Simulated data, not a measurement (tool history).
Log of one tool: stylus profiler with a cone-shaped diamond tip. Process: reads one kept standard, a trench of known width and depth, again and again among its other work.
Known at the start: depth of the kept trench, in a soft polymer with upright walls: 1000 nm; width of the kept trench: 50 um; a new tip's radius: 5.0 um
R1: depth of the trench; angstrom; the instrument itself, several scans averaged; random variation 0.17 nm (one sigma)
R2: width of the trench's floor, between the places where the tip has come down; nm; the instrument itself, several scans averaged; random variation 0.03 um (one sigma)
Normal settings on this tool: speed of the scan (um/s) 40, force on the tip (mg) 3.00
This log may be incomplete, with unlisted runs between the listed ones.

{"run": 1, "day": 0.0, "speed of the scan (um/s)": 40, "force on the tip (mg)": 3.0, "R1": 10185.6, "R2": 43000}
{"run": 2, "day": 0.738, "speed of the scan (um/s)": 40, "force on the tip (mg)": 3.0, "R1": 10186.9, "R2": 42920}
{"run": 3, "day": 1.525, "speed of the scan (um/s)": 40, "force on the tip (mg)": 3.62, "R1": 10209.7, "R2": 42870}
{"run": 4, "day": 2.917, "speed of the scan (um/s)": 58, "force on the tip (mg)": 3.62, "R1": 10211.6, "R2": 42650}
{"run": 5, "day": 4.012, "speed of the scan (um/s)": 40, "force on the tip (mg)": 1.14, "R1": 10097.3, "R2": 42520}
{"run": 6, "day": 5.238, "speed of the scan (um/s)": 40, "force on the tip (mg)": 1.14, "R1": 10101.9, "R2": 42420}
{"run": 7, "day": 6.788, "speed of the scan (um/s)": 40, "force on the tip (mg)": 1.14, "R1": 10103.3, "R2": 42330}
{"run": 8, "day": 7.954, "speed of the scan (um/s)": 40, "force on the tip (mg)": 1.14, "R1": 10100.1, "R2": 42200}
{"run": 9, "day": 9.383, "speed of the scan (um/s)": 40, "force on the tip (mg)": 1.14, "R1": 10103.1, "R2": 42090}
{"run": 10, "day": 11.046, "speed of the scan (um/s)": 40, "force on the tip (mg)": 1.14, "R1": 10101.1, "R2": 41960}
{"run": 11, "day": 11.796, "speed of the scan (um/s)": 40, "force on the tip (mg)": 1.14, "R1": 10101.2, "R2": 41930}
{"run": 12, "day": 13.217, "speed of the scan (um/s)": 40, "force on the tip (mg)": 3.0, "R1": 10188.7, "R2": 41940}
{"run": 13, "day": 14.267, "speed of the scan (um/s)": 40, "force on the tip (mg)": 3.0, "R1": 10189.8, "R2": 41840}
{"run": 14, "day": 15.275, "speed of the scan (um/s)": 27, "force on the tip (mg)": 3.0, "R1": 10185.8, "R2": 41840}
{"run": 15, "day": 15.996, "speed of the scan (um/s)": 40, "force on the tip (mg)": 4.07, "R1": 10232.2, "R2": 41780}
{"run": 16, "day": 17.621, "speed of the scan (um/s)": 40, "force on the tip (mg)": 4.07, "R1": 10235.6, "R2": 41630}
{"run": 17, "day": 19.046, "speed of the scan (um/s)": 40, "force on the tip (mg)": 3.0, "R1": 10192.2, "R2": 41530}
{"run": 18, "day": 20.254, "speed of the scan (um/s)": 40, "force on the tip (mg)": 3.0, "R1": 10191.2, "R2": 41420}
{"run": 19, "day": 21.304, "speed of the scan (um/s)": 40, "force on the tip (mg)": 3.0, "R1": 10190.3, "R2": 41330}
{"run": 20, "day": 22.133, "speed of the scan (um/s)": 79, "force on the tip (mg)": 2.27, "R1": 10161.7, "R2": 41000}
{"run": 21, "day": 23.121, "speed of the scan (um/s)": 79, "force on the tip (mg)": 2.27, "R1": 10164.5, "R2": 40940}
{"run": 22, "day": 23.879, "speed of the scan (um/s)": 16, "force on the tip (mg)": 1.51, "R1": 10125.3, "R2": 41300}
{"run": 23, "day": 25.1, "speed of the scan (um/s)": 79, "force on the tip (mg)": 5.19, "R1": 10271.9, "R2": 40950}
{"run": 24, "day": 26.242, "speed of the scan (um/s)": 97, "force on the tip (mg)": 1.74, "R1": 10139.7, "R2": 40570}
{"run": 25, "day": 27.667, "speed of the scan (um/s)": 40, "force on the tip (mg)": 2.37, "R1": 10167.9, "R2": 40870}
{"run": 26, "day": 29.146, "speed of the scan (um/s)": 40, "force on the tip (mg)": 2.37, "R1": 10169.5, "R2": 40790}
{"run": 27, "day": 29.946, "speed of the scan (um/s)": 91, "force on the tip (mg)": 1.83, "R1": 10140.8, "R2": 40340}
{"run": 28, "day": 30.65, "speed of the scan (um/s)": 91, "force on the tip (mg)": 1.83, "R1": 10143.8, "R2": 40370}
{"run": 29, "day": 31.592, "speed of the scan (um/s)": 77, "force on the tip (mg)": 1.74, "R1": 10140.0, "R2": 40340}
{"run": 30, "day": 32.321, "speed of the scan (um/s)": 57, "force on the tip (mg)": 1.66, "R1": 10136.8, "R2": 40460}
{"run": 31, "day": 33.258, "speed of the scan (um/s)": 148, "force on the tip (mg)": 4.24, "R1": 10242.3, "R2": 40070}
{"run": 32, "day": 34.633, "speed of the scan (um/s)": 148, "force on the tip (mg)": 4.24, "R1": 10243.3, "R2": 39990}
{"run": 33, "day": 36.204, "speed of the scan (um/s)": 71, "force on the tip (mg)": 2.28, "R1": 10165.8, "R2": 40190}
{"run": 34, "day": 36.942, "speed of the scan (um/s)": 49, "force on the tip (mg)": 3.0, "R1": 10193.9, "R2": 40290}
{"run": 35, "day": 38.175, "speed of the scan (um/s)": 49, "force on the tip (mg)": 3.0, "R1": 10198.4, "R2": 40210}
{"run": 36, "day": 39.458, "speed of the scan (um/s)": 49, "force on the tip (mg)": 3.0, "R1": 10198.2, "R2": 40130}
{"run": 37, "day": 40.738, "speed of the scan (um/s)": 20, "force on the tip (mg)": 4.96, "R1": 10269.5, "R2": 40210}

Branching from run 37: 3 alternative next runs. What would each branch give?
{"run": "A", "day": 41.758, "speed of the scan (um/s)": 13, "force on the tip (mg)": 1.29, "R1": "?", "R2": "?"}
{"run": "B", "day": 41.758, "speed of the scan (um/s)": 117, "force on the tip (mg)": 1.45, "R1": "?", "R2": "?"}
{"run": "C", "day": 41.758, "speed of the scan (um/s)": 39, "force on the tip (mg)": 1.29, "R1": "?", "R2": "?"}

run=A R1=10118.5 R2=40140
run=B R1=10129.6 R2=39280
run=C R1=10121.2 R2=39940
Without the tool's unlogged condition, the same runs would have read:
run=A R1=10101.1 R2=43910
run=B R1=10112.3 R2=43050
run=C R1=10103.8 R2=43710
